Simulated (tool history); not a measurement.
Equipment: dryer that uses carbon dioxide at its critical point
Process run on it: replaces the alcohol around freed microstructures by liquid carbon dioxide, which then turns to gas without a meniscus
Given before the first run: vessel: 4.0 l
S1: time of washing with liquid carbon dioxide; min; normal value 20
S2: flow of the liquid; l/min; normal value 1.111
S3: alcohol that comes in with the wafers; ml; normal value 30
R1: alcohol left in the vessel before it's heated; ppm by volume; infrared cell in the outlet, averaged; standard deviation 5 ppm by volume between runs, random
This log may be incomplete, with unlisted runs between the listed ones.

Run 1, hour 0: usual settings. Result: R1 81 ppm by volume.
Run 2, hour 14.4: usual settings but S2 1.68 l/min. Result: R1 47 ppm by volume.
Run 3, hour 30.9: usual settings. Result: R1 86 ppm by volume.
Run 4, hour 50.8: usual settings. Result: R1 85 ppm by volume.
Run 5, hour 69.8: usual settings. Result: R1 89 ppm by volume.
Run 6, hour 87.8: usual settings. Result: R1 87 ppm by volume.
Run 7, hour 107.7: usual settings. Result: R1 94 ppm by volume.
Run 8, hour 127.8: usual settings. Result: R1 98 ppm by volume.
Run 9, hour 145: usual settings. Result: R1 95 ppm by volume.
Run 10, hour 157.8: usual settings. Result: R1 99 ppm by volume.
Run 11, hour 175.3: usual settings but S1 28 min. Result: R1 68 ppm by volume.
Run 12, hour 185: usual settings but S1 28 min, S3 47 ml. Result: R1 68 ppm by volume.
Run 13, hour 195.1: usual settings but S1 28 min, S3 47 ml. Result: R1 64 ppm by volume.
Run 14, hour 204.8: usual settings but S1 28 min, S3 47 ml. Result: R1 63 ppm by volume.
Run 15, hour 214.6: usual settings. Result: R1 104 ppm by volume.
Run 16, hour 236.6: usual settings but S3 23 ml. Result: R1 82 ppm by volume.
Run 17, hour 252.5: usual settings but S3 23 ml. Result: R1 93 ppm by volume.
Run 18, hour 271.5: usual settings but S3 35 ml. Result: R1 104 ppm by volume.
Run 19, hour 287.2: usual settings but S3 35 ml. Result: R1 119 ppm by volume.
Run 20, hour 297.6: usual settings. Result: R1 105 ppm by volume.
Run 21, hour 306.8: usual settings. Result: R1 107 ppm by volume.
Run 22, hour 316.5: usual settings. Result: R1 106 ppm by volume.
Run 23, hour 334.5: usual settings. Result: R1 103 ppm by volume.
Run 24, hour 350.4: usual settings. Result: R1 116 ppm by volume.
Run 25, hour 361.7: usual settings but S1 13 min, S2 1.61 l/min, S3 42 ml. Result: R1 147 ppm by volume.
Run 26, hour 374.4: usual settings but S3 102 ml. Result: R1 223 ppm by volume.
Run 27, hour 384.1: usual settings but S3 102 ml. Result: R1 221 ppm by volume.
Run 28, hour 398.9: usual settings but S1 17 min, S2 0.74 l/min, S3 39 ml. Result: R1 628 ppm by volume.
Run 29, hour 417.4: usual settings but S3 39 ml. Result: R1 128 ppm by volume.
Run 30, hour 435.3: usual settings but S2 0.87 l/min, S3 56 ml. Result: R1 347 ppm by volume.
Run 31, hour 457.2: usual settings but S2 1.04 l/min, S3 68 ml. Result: R1 221 ppm by volume.
Run 32, hour 475.8: usual settings but S1 17 min, S2 1.88 l/min, S3 36 ml. Result: R1 90 ppm by volume.
Run 33, hour 495.8: usual settings but S1 17 min, S2 1.78 l/min, S3 93 ml. Result: R1 103 ppm by volume.
Run 34, hour 516.8: usual settings but S2 0.71 l/min, S3 24 ml. Result: R1 324 ppm by volume.
Run 35, hour 533.1: usual settings but S2 0.71 l/min, S3 24 ml. Result: R1 334 ppm by volume.
Run 36, hour 554.9: usual settings but S1 27 min, S2 0.76 l/min, S3 28 ml. Result: R1 160 ppm by volume.
Run 37, hour 570.9: usual settings but S1 27 min, S2 0.76 l/min, S3 28 ml. Result: R1 148 ppm by volume.
Run 38, hour 580.4: usual settings but S1 18 min, S2 1.2 l/min, S3 70 ml. Result: R1 215 ppm by volume.
Run 39, hour 592.4: usual settings but S3 52 ml. Result: R1 177 ppm by volume.
Run 40, hour 601.3: usual settings but S1 28 min, S2 1.64 l/min. Result: R1 82 ppm by volume.
Run 41, hour 613.2: usual settings but S1 12 min, S2 1.23 l/min, S3 20 ml. Result: R1 273 ppm by volume.
At hour 625.6: inlet filter changed.
Run 42, hour 629.7: usual settings but S1 12 min, S2 1.23 l/min, S3 20 ml. Result: R1 223 ppm by volume.
Run 43, hour 640: usual settings but S1 28 min, S2 0.72 l/min, S3 69 ml. Result: R1 220 ppm by volume.
Run 44, hour 653: usual settings but S1 28 min, S2 0.72 l/min, S3 26 ml. Result: R1 133 ppm by volume.
Run 45, hour 672.1: usual settings but S1 13 min, S3 31 ml. Result: R1 318 ppm by volume.
Run 46, hour 691.4: usual settings but S1 13 min, S3 31 ml. Result: R1 326 ppm by volume.
Run 47, hour 704.9: usual settings but S1 13 min, S3 31 ml. Result: R1 314 ppm by volume.

For each run, the measured value with the value that run would have given without the tool's hidden condition subtracted. The run-to-run variation is shared by both, the gauge scatter possibly not:
Hidden state present: flow that reaches the vessel past the clogged filter, %; alcohol in the recycled carbon dioxide, ppm; drift of the gauge itself on alcohol_ppm, %.
run    R1
  1   +45
  2   +42
  3   +49
  4   +49
  5   +50
  6   +53
  7   +53
  8   +56
  9   +56
 10   +59
 11   +53
 12   +54
 13   +54
 14   +55
 15   +63
 16   +62
 17   +63
 18   +69
 19   +70
 20   +70
 21   +70
 22   +70
 23   +69
 24   +73
 25   +84
 26  +107
 27  +111
 28  +167
 29   +83
 30  +138
 31  +113
 32   +70
 33   +80
 34  +128
 35  +133
 36   +98
 37   +97
 38  +124
 39  +109
 40   +76
 41  +129
 42   +79
 43   +81
 44   +79
 45   +84
 46   +89
 47   +89
